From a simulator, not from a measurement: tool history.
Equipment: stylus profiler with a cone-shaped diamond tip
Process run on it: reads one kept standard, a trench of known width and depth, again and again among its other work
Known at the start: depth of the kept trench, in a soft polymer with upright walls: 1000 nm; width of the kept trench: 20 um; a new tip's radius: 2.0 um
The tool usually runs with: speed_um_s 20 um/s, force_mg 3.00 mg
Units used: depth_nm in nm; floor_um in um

run 1 hour=0.0 | speed_um_s=20 force_mg=3.00 | depth_nm=1015.66 floor_um=14.14
run 2 hour=9.3 | speed_um_s=20 force_mg=3.00 | depth_nm=1015.65 floor_um=14.13
run 3 hour=16.8 | speed_um_s=20 force_mg=3.00 | depth_nm=1015.60 floor_um=14.12
run 4 hour=27.4 | speed_um_s=13 force_mg=3.00 | depth_nm=1015.93 floor_um=14.14
run 5 hour=44.6 | speed_um_s=20 force_mg=3.00 | depth_nm=1015.97 floor_um=14.10
run 6 hour=59.3 | speed_um_s=20 force_mg=3.00 | depth_nm=1015.80 floor_um=14.10
run 7 hour=74.6 | speed_um_s=20 force_mg=3.00 | depth_nm=1015.78 floor_um=14.07
run 8 hour=92.2 | speed_um_s=20 force_mg=3.00 | depth_nm=1015.91 floor_um=14.08
run 9 hour=101.2 | speed_um_s=57 force_mg=3.00 | depth_nm=1015.80 floor_um=13.94
run 10 hour=110.4 | speed_um_s=57 force_mg=3.00 | depth_nm=1016.01 floor_um=13.90
run 11 hour=128.7 | speed_um_s=20 force_mg=2.03 | depth_nm=1012.80 floor_um=14.01
run 12 hour=142.1 | speed_um_s=20 force_mg=2.03 | depth_nm=1012.52 floor_um=13.96
run 13 hour=151.9 | speed_um_s=20 force_mg=2.03 | depth_nm=1012.93 floor_um=13.92
run 14 hour=166.3 | speed_um_s=20 force_mg=2.03 | depth_nm=1012.67 floor_um=13.96
run 15 hour=183.8 | speed_um_s=20 force_mg=2.03 | depth_nm=1012.54 floor_um=13.91
run 16 hour=193.9 | speed_um_s=12 force_mg=2.03 | depth_nm=1012.58 floor_um=13.96
run 17 hour=211.7 | speed_um_s=12 force_mg=2.03 | depth_nm=1012.70 floor_um=13.88
run 18 hour=229.4 | speed_um_s=12 force_mg=2.03 | depth_nm=1012.64 floor_um=13.96
run 19 hour=237.6 | speed_um_s=12 force_mg=2.03 | depth_nm=1012.44 floor_um=13.89
run 20 hour=246.7 | speed_um_s=12 force_mg=2.03 | depth_nm=1012.80 floor_um=13.85
run 21 hour=254.7 | speed_um_s=20 force_mg=3.00 | depth_nm=1016.00 floor_um=13.89
run 22 hour=266.9 | speed_um_s=20 force_mg=1.21 | depth_nm=1009.58 floor_um=13.83
run 23 hour=280.4 | speed_um_s=20 force_mg=1.21 | depth_nm=1009.47 floor_um=13.82
run 24 hour=293.5 | speed_um_s=70 force_mg=3.40 | depth_nm=1017.17 floor_um=13.76
run 25 hour=301.2 | speed_um_s=70 force_mg=3.40 | depth_nm=1017.54 floor_um=13.66
run 26 hour=314.5 | speed_um_s=6 force_mg=1.93 | depth_nm=1012.16 floor_um=13.87
run 27 hour=330.4 | speed_um_s=6 force_mg=1.93 | depth_nm=1012.15 floor_um=13.84
run 28 hour=346.7 | speed_um_s=17 force_mg=1.85 | depth_nm=1012.08 floor_um=13.80
run 29 hour=355.0 | speed_um_s=34 force_mg=4.96 | depth_nm=1021.91 floor_um=13.72
run 30 hour=362.9 | speed_um_s=34 force_mg=4.96 | depth_nm=1022.04 floor_um=13.71
run 31 hour=377.0 | speed_um_s=34 force_mg=4.96 | depth_nm=1021.71 floor_um=13.75
run 32 hour=393.7 | speed_um_s=11 force_mg=2.29 | depth_nm=1014.02 floor_um=13.77
run 33 hour=408.0 | speed_um_s=11 force_mg=3.64 | depth_nm=1018.33 floor_um=13.76
run 34 hour=421.5 | speed_um_s=63 force_mg=6.34 | depth_nm=1025.53 floor_um=13.62
run 35 hour=434.6 | speed_um_s=20 force_mg=3.06 | depth_nm=1016.31 floor_um=13.68
run 36 hour=446.1 | speed_um_s=20 force_mg=3.06 | depth_nm=1016.31 floor_um=13.70
run 37 hour=460.4 | speed_um_s=52 force_mg=6.77 | depth_nm=1026.78 floor_um=13.61
run 38 hour=467.9 | speed_um_s=47 force_mg=6.37 | depth_nm=1025.70 floor_um=13.65
run 39 hour=485.4 | speed_um_s=47 force_mg=2.75 | depth_nm=1015.52 floor_um=13.57
run 40 hour=500.6 | speed_um_s=67 force_mg=3.60 | depth_nm=1018.11 floor_um=13.56
run 41 hour=510.8 | speed_um_s=6 force_mg=3.35 | depth_nm=1017.17 floor_um=13.65
run 42 hour=528.8 | speed_um_s=49 force_mg=5.14 | depth_nm=1022.57 floor_um=13.51
run 43 hour=546.7 | speed_um_s=30 force_mg=2.12 | depth_nm=1013.22 floor_um=13.56
run 44 hour=557.1 | speed_um_s=30 force_mg=2.12 | depth_nm=1013.36 floor_um=13.51
run 45 hour=571.4 | speed_um_s=30 force_mg=2.12 | depth_nm=1013.33 floor_um=13.50
run 46 hour=581.0 | speed_um_s=21 force_mg=3.00 | depth_nm=1016.20 floor_um=13.51

Here are 5 independent what-if runs from the current tool condition. What would each one return?
run A hour=598.8 | speed_um_s=24 force_mg=3.00 | depth_nm=? floor_um=?
run B hour=598.8 | speed_um_s=16 force_mg=3.27 | depth_nm=? floor_um=?
run C hour=598.8 | speed_um_s=21 force_mg=1.03 | depth_nm=? floor_um=?
run D hour=598.8 | speed_um_s=54 force_mg=3.00 | depth_nm=? floor_um=?
run E hour=598.8 | speed_um_s=15 force_mg=1.30 | depth_nm=? floor_um=?

run=A depth_nm=1016.37 floor_um=13.50
run=B depth_nm=1017.23 floor_um=13.55
run=C depth_nm=1009.21 floor_um=13.48
run=D depth_nm=1016.51 floor_um=13.40
run=E depth_nm=1009.84 floor_um=13.48
Without the tool's hidden state the same runs would have given:
run=A depth_nm=1014.35 floor_um=16.47
run=B depth_nm=1015.21 floor_um=16.51
run=C depth_nm=1007.20 floor_um=16.45
run=D depth_nm=1014.49 floor_um=16.36
run=E depth_nm=1007.83 floor_um=16.44
